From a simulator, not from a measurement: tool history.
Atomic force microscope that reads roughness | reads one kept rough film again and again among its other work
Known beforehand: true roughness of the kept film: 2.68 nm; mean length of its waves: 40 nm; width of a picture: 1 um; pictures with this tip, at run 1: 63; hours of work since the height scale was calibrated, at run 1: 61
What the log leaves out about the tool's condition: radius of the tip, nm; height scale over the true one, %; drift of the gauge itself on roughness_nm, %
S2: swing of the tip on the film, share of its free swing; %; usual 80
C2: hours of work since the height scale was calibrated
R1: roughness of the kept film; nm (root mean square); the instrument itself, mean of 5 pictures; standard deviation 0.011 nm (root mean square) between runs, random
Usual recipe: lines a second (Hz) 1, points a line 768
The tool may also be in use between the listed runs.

{"run": 1, "hour": 0.0, "lines a second (Hz)": 1, "S2": 80, "points a line": 768, "pictures with this tip": 63, "C2": 61, "R1": 2.151}
{"run": 2, "hour": 11.7, "lines a second (Hz)": 1, "S2": 80, "points a line": 768, "pictures with this tip": 77, "C2": 66, "R1": 2.094}
{"run": 3, "hour": 18.5, "lines a second (Hz)": 1, "S2": 80, "points a line": 768, "pictures with this tip": 84, "C2": 69, "R1": 2.083}
{"run": 4, "hour": 28.0, "lines a second (Hz)": 1, "S2": 80, "points a line": 768, "pictures with this tip": 95, "C2": 74, "R1": 2.035}
{"run": 5, "hour": 33.0, "lines a second (Hz)": 1, "S2": 80, "points a line": 768, "pictures with this tip": 101, "C2": 76, "R1": 2.012}
{"run": 6, "hour": 44.5, "lines a second (Hz)": 1, "S2": 61, "points a line": 768, "pictures with this tip": 114, "C2": 81, "R1": 2.011}
{"run": 7, "hour": 50.0, "lines a second (Hz)": 1, "S2": 61, "points a line": 768, "pictures with this tip": 121, "C2": 84, "R1": 1.969}
{"hour": 52.3, "done": "new tip fitted"}
{"run": 8, "hour": 57.2, "lines a second (Hz)": 1, "S2": 79, "points a line": 768, "pictures with this tip": 5, "C2": 87, "R1": 2.411}
{"run": 9, "hour": 64.3, "lines a second (Hz)": 1, "S2": 80, "points a line": 768, "pictures with this tip": 14, "C2": 90, "R1": 2.357}
{"run": 10, "hour": 72.6, "lines a second (Hz)": 1, "S2": 80, "points a line": 735, "pictures with this tip": 23, "C2": 94, "R1": 2.331}
{"run": 11, "hour": 82.0, "lines a second (Hz)": 1, "S2": 80, "points a line": 735, "pictures with this tip": 34, "C2": 98, "R1": 2.263}
{"run": 12, "hour": 92.1, "lines a second (Hz)": 1, "S2": 80, "points a line": 735, "pictures with this tip": 46, "C2": 102, "R1": 2.241}
{"run": 13, "hour": 101.1, "lines a second (Hz)": 1, "S2": 80, "points a line": 735, "pictures with this tip": 56, "C2": 106, "R1": 2.181}
{"run": 14, "hour": 106.4, "lines a second (Hz)": 1, "S2": 80, "points a line": 735, "pictures with this tip": 62, "C2": 109, "R1": 2.165}
{"run": 15, "hour": 112.2, "lines a second (Hz)": 1, "S2": 80, "points a line": 768, "pictures with this tip": 69, "C2": 112, "R1": 2.122}
{"run": 16, "hour": 123.8, "lines a second (Hz)": 1, "S2": 80, "points a line": 768, "pictures with this tip": 82, "C2": 117, "R1": 2.104}
{"run": 17, "hour": 132.4, "lines a second (Hz)": 1, "S2": 80, "points a line": 768, "pictures with this tip": 92, "C2": 121, "R1": 2.05}
{"run": 18, "hour": 138.2, "lines a second (Hz)": 2.89, "S2": 80, "points a line": 768, "pictures with this tip": 99, "C2": 123, "R1": 1.942}
{"run": 19, "hour": 150.7, "lines a second (Hz)": 2.89, "S2": 80, "points a line": 768, "pictures with this tip": 113, "C2": 129, "R1": 1.91}
{"run": 20, "hour": 156.9, "lines a second (Hz)": 2.89, "S2": 80, "points a line": 768, "pictures with this tip": 120, "C2": 132, "R1": 1.874}
{"hour": 159.7, "done": "new tip fitted"}
{"run": 21, "hour": 169.2, "lines a second (Hz)": 1, "S2": 80, "points a line": 459, "pictures with this tip": 11, "C2": 137, "R1": 2.373}
{"run": 22, "hour": 179.1, "lines a second (Hz)": 1, "S2": 65, "points a line": 779, "pictures with this tip": 22, "C2": 142, "R1": 2.355}
{"run": 23, "hour": 185.4, "lines a second (Hz)": 1, "S2": 65, "points a line": 779, "pictures with this tip": 29, "C2": 144, "R1": 2.333}
{"run": 24, "hour": 196.4, "lines a second (Hz)": 1, "S2": 65, "points a line": 779, "pictures with this tip": 42, "C2": 149, "R1": 2.292}
{"run": 25, "hour": 206.3, "lines a second (Hz)": 1, "S2": 76, "points a line": 331, "pictures with this tip": 53, "C2": 154, "R1": 2.202}
{"run": 26, "hour": 216.2, "lines a second (Hz)": 0.92, "S2": 76, "points a line": 331, "pictures with this tip": 65, "C2": 158, "R1": 2.152}
{"run": 27, "hour": 223.5, "lines a second (Hz)": 2.96, "S2": 80, "points a line": 305, "pictures with this tip": 73, "C2": 162, "R1": 2.01}
{"run": 28, "hour": 233.9, "lines a second (Hz)": 2.96, "S2": 80, "points a line": 305, "pictures with this tip": 85, "C2": 166, "R1": 1.982}
{"run": 29, "hour": 243.3, "lines a second (Hz)": 3.9, "S2": 56, "points a line": 768, "pictures with this tip": 96, "C2": 171, "R1": 2.069}
{"run": 30, "hour": 249.0, "lines a second (Hz)": 3.3, "S2": 56, "points a line": 622, "pictures with this tip": 103, "C2": 173, "R1": 2.057}
{"run": 31, "hour": 257.7, "lines a second (Hz)": 3.3, "S2": 56, "points a line": 622, "pictures with this tip": 113, "C2": 177, "R1": 2.015}
{"hour": 267.1, "done": "new tip fitted"}
{"run": 32, "hour": 267.3, "lines a second (Hz)": 2.96, "S2": 80, "points a line": 768, "pictures with this tip": 0, "C2": 181, "R1": 2.305}
{"run": 33, "hour": 278.5, "lines a second (Hz)": 0.63, "S2": 60, "points a line": 768, "pictures with this tip": 13, "C2": 186, "R1": 2.42}
{"run": 34, "hour": 285.0, "lines a second (Hz)": 0.63, "S2": 60, "points a line": 768, "pictures with this tip": 20, "C2": 189, "R1": 2.388}
{"run": 35, "hour": 296.3, "lines a second (Hz)": 1, "S2": 80, "points a line": 442, "pictures with this tip": 33, "C2": 194, "R1": 2.28}
{"run": 36, "hour": 306.4, "lines a second (Hz)": 1, "S2": 80, "points a line": 442, "pictures with this tip": 45, "C2": 199, "R1": 2.221}
{"run": 37, "hour": 311.5, "lines a second (Hz)": 2.15, "S2": 59, "points a line": 345, "pictures with this tip": 51, "C2": 201, "R1": 2.226}
{"run": 38, "hour": 322.9, "lines a second (Hz)": 0.87, "S2": 88, "points a line": 768, "pictures with this tip": 64, "C2": 206, "R1": 2.16}
{"run": 39, "hour": 331.4, "lines a second (Hz)": 0.89, "S2": 88, "points a line": 776, "pictures with this tip": 74, "C2": 210, "R1": 2.115}
{"run": 40, "hour": 341.8, "lines a second (Hz)": 0.89, "S2": 88, "points a line": 776, "pictures with this tip": 86, "C2": 215, "R1": 2.083}
{"run": 41, "hour": 348.4, "lines a second (Hz)": 0.89, "S2": 88, "points a line": 776, "pictures with this tip": 93, "C2": 218, "R1": 2.038}
{"run": 42, "hour": 360.2, "lines a second (Hz)": 1, "S2": 80, "points a line": 373, "pictures with this tip": 107, "C2": 223, "R1": 2.02}

5 options for the next run, each taken on its own from the tool as it stands now. Forecast them:
{"run": "A", "hour": 370.7, "lines a second (Hz)": 0.78, "S2": 80, "points a line": 722, "pictures with this tip": 119, "C2": 228, "R1": "?"}
{"run": "B", "hour": 370.7, "lines a second (Hz)": 2, "S2": 87, "points a line": 588, "pictures with this tip": 119, "C2": 228, "R1": "?"}
{"run": "C", "hour": 370.7, "lines a second (Hz)": 1, "S2": 57, "points a line": 373, "pictures with this tip": 119, "C2": 228, "R1": "?"}
{"run": "D", "hour": 370.7, "lines a second (Hz)": 1.22, "S2": 80, "points a line": 768, "pictures with this tip": 119, "C2": 228, "R1": "?"}
{"run": "E", "hour": 370.7, "lines a second (Hz)": 1.37, "S2": 58, "points a line": 581, "pictures with this tip": 119, "C2": 228, "R1": "?"}

run=A R1=2.002
run=B R1=1.892
run=C R1=2.017
run=D R1=1.969
run=E R1=2.023
The same runs, with their run-to-run variation unchanged, on a tool lacking any hidden condition would have given:
run=A R1=2.465
run=B R1=2.33
run=C R1=2.484
run=D R1=2.424
run=E R1=2.491

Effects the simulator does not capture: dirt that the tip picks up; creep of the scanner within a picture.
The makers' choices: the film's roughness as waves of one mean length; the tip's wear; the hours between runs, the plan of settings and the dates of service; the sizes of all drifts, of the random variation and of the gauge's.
